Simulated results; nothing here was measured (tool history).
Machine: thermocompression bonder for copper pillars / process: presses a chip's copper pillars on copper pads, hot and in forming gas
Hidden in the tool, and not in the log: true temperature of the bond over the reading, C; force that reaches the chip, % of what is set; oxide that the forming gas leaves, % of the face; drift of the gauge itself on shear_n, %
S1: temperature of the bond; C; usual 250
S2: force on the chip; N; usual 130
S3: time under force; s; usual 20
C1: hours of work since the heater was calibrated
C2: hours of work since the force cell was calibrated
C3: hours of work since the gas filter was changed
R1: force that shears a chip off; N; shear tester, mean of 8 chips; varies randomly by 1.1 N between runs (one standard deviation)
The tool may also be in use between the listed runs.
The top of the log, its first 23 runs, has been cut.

run   hour   S1   S2  S3  C1   C2   C3     R1
 24    186  243  173  15  27  321  149  111.5
     194.2  -- heater calibrated with a thermocouple chip, once more
 25  197.7  230   93  20   3  328  156   51.2
 26  207.5  231  131  17  10  336  164   71.7
 27  218.3  269  130  12  18  344  172  109.1
 28  228.8  236  113  23  26  352  180   74.5
 29  235.6  236  113  23  31  357  185   72.8
 30  240.6  250  115  49  35  361  189  115.3
 31  250.3  250  115  49  43  368  196  114.9
 32  258.3  275   97  47  49  374  202  127.9
 33  266.6  275  143  34  55  381  208  137.9
 34  277.2  250  130  11  63  389  216   84.5
 35  283.9  235  137  20  68  394  222   84.6
     286.5  -- forming gas filter changed
 36  294.3  242  130  15  76  401    6   86.3
 37  302.6  244  128  35  82  408   12  112.7
 38  312.6  250  188  27  90  415   20  140.2
 39  317.4  250   95  20  93  419   23   77.6

4 ways to go on from here, each from the tool as it stands after run 39. What would each give?
  A  325.4  223  130  20  99  425  30   ?
  B  325.4  250   95  23  99  425  30   ?
  C  325.4  250  117  43  99  425  30   ?
  D  325.4  250  130  11  99  425  30   ?

run    R1
  A  70.5
  B  83.3
  C   116
  D  87.5
Had the tool no hidden state, the same runs would have come out as:
run     R1
  A   67.3
  B     80
  C  113.1
  D   84.2
